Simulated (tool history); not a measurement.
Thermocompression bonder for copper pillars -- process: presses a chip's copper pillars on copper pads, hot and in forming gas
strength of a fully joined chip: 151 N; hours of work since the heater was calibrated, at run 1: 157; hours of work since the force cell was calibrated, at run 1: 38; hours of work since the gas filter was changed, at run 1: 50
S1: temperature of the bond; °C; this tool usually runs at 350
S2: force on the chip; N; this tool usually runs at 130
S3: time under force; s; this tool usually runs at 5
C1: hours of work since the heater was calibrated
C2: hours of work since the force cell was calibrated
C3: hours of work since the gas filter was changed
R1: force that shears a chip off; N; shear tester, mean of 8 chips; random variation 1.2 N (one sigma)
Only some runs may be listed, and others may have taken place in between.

run,hour,S1,S2,S3,C1,C2,C3,R1
1,0,350,130,5,157,38,50,109.6
2,7.5,350,130,5,160,41,54,106.4
3,17.4,350,130,5,165,46,59,105.8
4,29,350,130,5,171,52,64,107.5
5,43.9,350,130,5,178,59,72,106.5
6,55.5,350,130,10,184,65,77,123.6
7,71.6,341,130,5,192,73,85,98.2
8,86.5,350,130,5,199,80,93,106.7
9,97.8,350,130,5,205,86,98,105.4
10,105.4,350,105,5,208,89,102,92.5
11,116.9,358,130,5,214,95,108,110.7
12,127.5,358,130,5,219,100,113,111.7
13,135.7,358,130,5,223,104,117,111.1
14,143.8,358,130,5,227,108,121,109.3
15,159.9,350,130,5,235,116,129,106.5
16,174.7,325,164,5,242,124,136,98.7
17,184.9,350,130,5,247,129,141,104.9
# hour 187.4: force cell calibrated
18,197.6,350,130,5,253,5,147,104.6
19,204.8,350,130,5,256,9,150,103.7
20,212.7,322,130,4,260,12,154,77.2
21,221.3,322,130,4,265,17,158,76.5
22,236.8,322,130,4,272,24,166,76
# hour 244.1: force cell calibrated, once more
23,252.2,367,130,7,279,4,173,120.9
24,262.5,367,130,7,284,9,178,122.5
25,276.1,331,81,3,291,16,184,49.7
26,283.9,350,130,14,295,20,188,124.4
27,300,363,130,14,303,27,196,130.1
28,312.1,350,142,5,308,33,202,108.4
29,319.2,336,103,7,312,37,206,86.4
30,327.9,336,103,7,316,41,210,85.7

Consider 4 possible next runs. They are alternatives, not a sequence: every one starts from the tool as it was left by run 30. What does each give?
A,336.5,320,103,7,320,45,214,?
B,336.5,361,153,4,320,45,214,?
C,336.5,350,133,5,320,45,214,?
D,336.5,341,103,7,320,45,214,?

run,R1
A,72.4
B,113.1
C,101.6
D,90.3
Had the tool no hidden state, the same runs would have come out as:
run,R1
A,79.4
B,122.3
C,110.4
D,98.4
